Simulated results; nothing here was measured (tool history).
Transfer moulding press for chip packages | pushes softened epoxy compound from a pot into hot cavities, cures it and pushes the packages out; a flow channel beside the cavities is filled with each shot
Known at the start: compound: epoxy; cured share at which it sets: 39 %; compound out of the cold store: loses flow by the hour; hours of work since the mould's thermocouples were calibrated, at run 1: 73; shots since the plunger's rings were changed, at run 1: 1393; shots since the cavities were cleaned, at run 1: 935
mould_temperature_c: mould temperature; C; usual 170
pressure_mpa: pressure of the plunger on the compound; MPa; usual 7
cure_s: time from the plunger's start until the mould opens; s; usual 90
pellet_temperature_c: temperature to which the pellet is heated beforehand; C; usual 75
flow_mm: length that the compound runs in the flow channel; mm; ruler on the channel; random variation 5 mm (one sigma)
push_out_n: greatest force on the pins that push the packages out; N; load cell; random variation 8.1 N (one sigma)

run,hour,mould_temperature_c,pressure_mpa,cure_s,pellet_temperature_c,hours of work since the mould's thermocouples were calibrated,shots since the plunger's rings were changed,shots since the cavities were cleaned,incoming compound's hours out of the cold store,flow_mm,push_out_n
1,0,170,7,90,75,73,1393,935,30.7,741,708
2,8.1,170,7.53,90,75,77,1453,995,38.5,727,687
# hour 13.4: cavities cleaned with cleaning compound and waxed
3,18.3,170,7.53,90,75,80,1518,36,43.9,707,379
4,23,170,7.53,90,75,82,1553,71,38.1,732,408
5,29,170,7.53,90,75,85,1598,116,9.5,862,461
6,36.6,170,7,86,75,88,1654,172,42,689,502
7,41.7,170,7,86,75,90,1692,210,37.4,699,538
8,51.4,170,7,90,76,94,1765,283,43.9,682,522
9,57.2,170,7,90,75,97,1808,326,16.5,808,601
10,67.2,170,7,90,75,101,1882,400,22.7,770,571
11,73.3,170,7,90,75,103,1928,446,29.9,736,593
# hour 76.2: mould's thermocouples calibrated
12,81.9,170,7,90,67,2,1976,494,43.7,673,624
13,92.1,170,7,90,67,7,2053,571,27,748,663
14,103.3,170,7,90,67,11,2136,654,8.3,834,732
# hour 109.6: mould's thermocouples calibrated, once more
15,110.5,170,7,90,67,0,2175,693,47,671,651
16,118.6,170,7,90,67,4,2235,753,39.7,684,659
17,125.4,170,5.6,90,70,7,2286,804,35.4,632,675
18,130.8,170,5.6,90,70,9,2326,844,44.9,606,666
19,140,170,5.6,90,70,13,2395,913,40.6,616,703
20,150.9,170,6.91,90,83,17,2476,994,23.8,751,690
# hour 156.2: cavities cleaned with cleaning compound and waxed
21,158,170,6.91,90,83,20,2517,13,32.5,708,354
22,167.7,170,6.91,90,83,24,2589,85,44,653,396
23,176.2,170,6.91,90,83,27,2653,149,35.3,704,434
24,185.3,171,7,90,84,31,2721,217,40.1,679,435
25,190.5,170,7,110,85,33,2759,255,42.4,667,393
26,195.1,170,7,110,85,35,2793,289,20.8,769,432
27,204.4,170,7,110,85,39,2862,358,36.4,695,431
28,215.5,170,7,117,84,44,2946,442,22.7,755,474
29,223.4,170,7,77,77,47,3004,500,22.8,765,888
30,232.9,170,7.6,85,69,51,3075,571,23.4,785,743

Some steps in flow_mm between neighbouring runs. How much of each would the tool show without its hidden state too (settings, what came in, random variation), and how much is left for the hidden state, with any gauge scatter that isn't in both results?
The hidden state here: true mould temperature over the reading, C; pressure that reaches the compound, % of what is set; grip of the stained cavities, % over clean ones'; drift of the gauge itself on flow_mm, %; drift of the gauge itself on push_out_n, %.
Run 5 -> 6: pressure_mpa 7.53 -> 7, cure_s 90 -> 86. flow_mm -173 mm: hidden state +3, all else -176.
Run 8 -> 9: pellet_temperature_c 76 -> 75. flow_mm +126 mm: hidden state -4, all else +130.
Run 14 -> 15: mould's thermocouples calibrated, once more. flow_mm -163 mm: hidden state +3, all else -166.
Run 19 -> 20: pressure_mpa 5.6 -> 6.91, pellet_temperature_c 70 -> 83. flow_mm +135 mm: hidden state -5, all else +140.
Run 25 -> 26: no setting changed, nothing entered. flow_mm +102 mm: hidden state -4, all else +106.
